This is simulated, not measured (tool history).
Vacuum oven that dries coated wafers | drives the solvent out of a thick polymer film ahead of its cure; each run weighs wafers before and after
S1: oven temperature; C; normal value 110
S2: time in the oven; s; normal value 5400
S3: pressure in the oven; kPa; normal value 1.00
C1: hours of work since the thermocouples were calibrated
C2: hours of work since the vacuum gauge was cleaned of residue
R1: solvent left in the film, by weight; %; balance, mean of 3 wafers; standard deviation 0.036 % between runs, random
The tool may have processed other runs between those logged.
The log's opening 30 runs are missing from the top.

Run 31, hour 394.5: usual settings but S1 105 C, S2 4680 s, S3 0.65 kPa; C1 297; C2 560. Result: R1 5.14 %.
Run 32, hour 404.2: usual settings but S1 100 C, S2 4020 s, S3 1.02 kPa; C1 303; C2 566. Result: R1 8.48 %.
Run 33, hour 413.8: usual settings but S2 7200 s, S3 1.47 kPa; C1 309; C2 572. Result: R1 1.74 %.
Run 34, hour 424.8: usual settings but S2 7200 s, S3 1.47 kPa; C1 316; C2 579. Result: R1 1.69 %.
Run 35, hour 434.8: usual settings but S1 111 C, S2 9420 s, S3 3.60 kPa; C1 322; C2 585. Result: R1 1.61 %.
Run 36, hour 442.7: usual settings but S3 1.99 kPa; C1 327; C2 590. Result: R1 2.94 %.
Run 37, hour 456.5: usual settings but S2 2820 s, S3 1.33 kPa; C1 335; C2 598. Result: R1 6.65 %.
Run 38, hour 466.4: usual settings but S2 2820 s, S3 1.33 kPa; C1 342; C2 604. Result: R1 6.68 %.
Run 39, hour 481.2: usual settings but S1 124 C, S2 9060 s, S3 0.58 kPa; C1 351; C2 613. Result: R1 0.12 %.
Run 40, hour 496.2: usual settings but S1 124 C, S2 9060 s, S3 0.58 kPa; C1 360; C2 623. Result: R1 0.25 %.

Run 41 has not been measured yet. What should we expect?
Run 41, hour 506.2: usual settings but S1 117 C, S2 3840 s, S3 2.73 kPa; C1 366; C2 629. Result: R1 ?.

Run 41 measured R1 2.71 %.
With no hidden state in the tool, this same run would have given R1 2.69 %.
